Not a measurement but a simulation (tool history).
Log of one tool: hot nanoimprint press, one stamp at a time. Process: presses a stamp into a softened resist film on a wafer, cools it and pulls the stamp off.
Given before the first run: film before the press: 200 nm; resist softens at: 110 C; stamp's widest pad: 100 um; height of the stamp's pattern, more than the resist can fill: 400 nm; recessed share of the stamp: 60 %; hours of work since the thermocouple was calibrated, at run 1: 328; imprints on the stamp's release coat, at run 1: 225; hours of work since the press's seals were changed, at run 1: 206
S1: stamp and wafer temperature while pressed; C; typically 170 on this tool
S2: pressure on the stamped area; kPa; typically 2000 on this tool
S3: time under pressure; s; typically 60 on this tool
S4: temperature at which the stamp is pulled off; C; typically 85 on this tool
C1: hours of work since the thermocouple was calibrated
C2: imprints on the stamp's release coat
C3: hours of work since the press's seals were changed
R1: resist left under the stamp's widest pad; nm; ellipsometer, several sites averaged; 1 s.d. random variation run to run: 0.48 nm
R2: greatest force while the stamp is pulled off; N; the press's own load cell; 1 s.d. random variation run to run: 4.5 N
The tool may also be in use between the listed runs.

run,day,S1,S2,S3,S4,C1,C2,C3,R1,R2
1,0.000,170,2000,60,85,328,225,206,90.9,220
2,2.417,178,2000,60,85,360,385,237,59.0,221
3,4.142,170,2000,60,85,382,499,260,89.5,223
# day 4.496: plate thermocouple calibrated
4,6.354,161,2000,60,85,24,637,288,136.4,219
5,9.012,161,2000,60,85,59,813,323,136.8,227
6,10.971,161,2000,60,85,85,943,348,136.4,227
7,12.412,170,2000,60,85,104,1038,367,90.2,226
8,14.404,170,2000,61,85,130,1170,393,89.2,223
9,16.096,161,2000,61,85,152,1282,416,135.8,223
10,17.296,170,2000,60,85,168,1361,431,88.8,220
# day 18.308: stamp cleaned and given a new release coat
11,19.500,170,2000,43,85,194,78,457,101.5,225
12,21.612,170,2000,110,85,222,218,485,71.1,221
13,22.688,170,2000,110,85,236,289,499,70.0,225
14,24.242,170,2000,110,85,256,392,519,70.6,221
15,26.429,170,2000,110,85,285,537,548,69.9,218
16,28.721,167,2720,65,90,315,688,578,88.2,215
# day 30.317: gauge calibrated
17,30.983,167,2720,65,90,345,838,608,88.5,220
18,33.271,167,2190,60,86,375,989,638,101.1,225
# day 34.183: plate thermocouple calibrated
19,35.650,170,2080,32,85,19,1139,668,110.7,227
20,37.888,170,2080,32,85,49,1287,697,111.3,228
21,39.417,170,2080,32,85,69,1388,717,110.4,225
# day 40.050: stamp cleaned and given a new release coat
22,41.679,170,1740,42,89,95,108,744,108.6,215
23,44.067,170,2000,51,85,127,266,775,95.4,225
24,46.129,166,2060,60,85,154,402,802,108.1,216
25,47.646,162,1210,40,85,174,503,822,160.8,218
26,49.096,170,1820,60,90,193,599,841,93.0,218

Estimate the outcome of run 27 from the log above:
27,50.612,170,1270,92,85,213,699,861,?,?

Run 27 produced R1 93.6 nm, R2 222 N.
If the tool had no hidden condition, the same run with the same run-to-run variation would have returned R1 95.5 nm, R2 220 N.
